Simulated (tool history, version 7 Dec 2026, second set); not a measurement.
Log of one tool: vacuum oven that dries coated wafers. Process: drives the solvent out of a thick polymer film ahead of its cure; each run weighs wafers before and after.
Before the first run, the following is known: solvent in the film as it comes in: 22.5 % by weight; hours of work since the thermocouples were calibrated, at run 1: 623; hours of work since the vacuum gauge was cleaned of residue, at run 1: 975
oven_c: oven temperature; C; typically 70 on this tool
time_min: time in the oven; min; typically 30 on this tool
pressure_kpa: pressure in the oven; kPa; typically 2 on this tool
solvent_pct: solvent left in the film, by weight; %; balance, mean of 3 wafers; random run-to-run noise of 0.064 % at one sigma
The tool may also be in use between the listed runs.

run	day	oven_c	time_min	pressure_kpa	hours of work since the thermocouples were calibrated	hours of work since the vacuum gauge was cleaned of residue	solvent_pct
1	0	70	30	2	623	975	4.23
# day 0.633: oven's thermocouples calibrated
2	1.579	70	30	2	13	995	4.24
3	3.092	70	30	2	33	1016	4.23
4	4.596	70	30	2	53	1036	4.19
# day 4.775: oven's thermocouples calibrated, once more
5	5.65	70	30	2	12	1049	4.03
6	7.538	70	48	2	37	1074	2.4
7	8.675	70	27	2	52	1089	4.66
8	9.608	70	30	2	65	1102	4.11
9	10.642	58	30	2	78	1115	11.03
10	12.304	58	30	2	101	1138	11.01
11	13.567	75	30	2	117	1154	2.25
12	15.362	75	30	2	141	1178	2.12
13	16.538	70	30	2.23	157	1194	4.33
14	17.708	70	30	1.74	173	1210	4.06
15	18.588	70	30	1.74	185	1222	4.01
16	20.042	70	30	1.74	204	1241	3.99
17	21.267	70	30	1.74	220	1257	4.21
18	22.2	70	30	1.74	233	1270	4.14
19	24.088	70	30	1.74	258	1295	4.15
20	25.85	70	30	1.74	282	1319	4.08
21	27.392	70	30	1.74	302	1339	4.05
22	28.554	70	30	1.74	318	1355	4.2
23	30.046	77	30	1.74	338	1375	1.55
24	31.4	70	16	1.74	356	1393	8.08
25	33.221	56	19	2.88	380	1417	14.93
26	34.425	56	19	2.88	396	1433	14.68
27	35.992	82	30	3.55	417	1454	1.55
28	37.275	70	26	1.24	434	1471	4.63
29	39.042	70	51	2	458	1495	2.25
30	40.908	72	19	2.36	483	1520	6.07
31	41.85	70	21	1.7	495	1532	6.21
32	43.571	73	39	1.16	518	1555	1.66
33	45.579	80	30	1.55	545	1582	1.13
34	47.088	69	27	1.55	565	1602	5.13

Below are 3 alternative next runs, each starting from the tool's condition after run 34. Predict each:
A	47.988	79	16	2.38	577	1614	?
B	47.988	69	23	1.55	577	1614	?
C	47.988	69	27	7.6	577	1614	?

run	solvent_pct
A	3.63
B	6.18
C	8.33
Stripped of hidden state, with their random variation kept, the same runs would have yielded:
run	solvent_pct
A	3.27
B	5.69
C	7.84
